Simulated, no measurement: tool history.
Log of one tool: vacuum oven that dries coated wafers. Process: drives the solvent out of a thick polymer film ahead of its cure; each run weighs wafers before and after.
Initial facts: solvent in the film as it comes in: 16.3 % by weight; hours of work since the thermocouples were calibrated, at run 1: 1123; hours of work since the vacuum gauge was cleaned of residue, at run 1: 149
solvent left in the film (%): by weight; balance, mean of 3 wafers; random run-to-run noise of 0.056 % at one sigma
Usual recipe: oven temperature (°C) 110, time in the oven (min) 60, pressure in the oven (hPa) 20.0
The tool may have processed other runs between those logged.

| run | day | oven temperature (°C) | time in the oven (min) | pressure in the oven (hPa) | hours of work since the thermocouples were calibrated | hours of work since the vacuum gauge was cleaned of residue | solvent left in the film (%) |
|---|---|---|---|---|---|---|---|
| 1 | 0.000 | 110 | 60 | 20.0 | 1123 | 149 | 2.90 |
| 2 | 0.550 | 110 | 60 | 20.0 | 1129 | 155 | 3.02 |
| 3 | 1.217 | 110 | 60 | 16.0 | 1136 | 162 | 2.73 |
| 4 | 2.017 | 110 | 60 | 20.0 | 1144 | 170 | 2.91 |
| 5 | 2.554 | 110 | 60 | 20.0 | 1150 | 176 | 2.94 |
| 6 | 3.275 | 110 | 60 | 20.0 | 1157 | 184 | 2.92 |

Run 7 comes next. What will it give?
| 7 | 3.854 | 110 | 60 | 13.1 | 1164 | 190 | ? |

solvent left in the film (%): 2.59
Had the tool carried no hidden state, the very same run would have given solvent left in the film (%) 2.15.
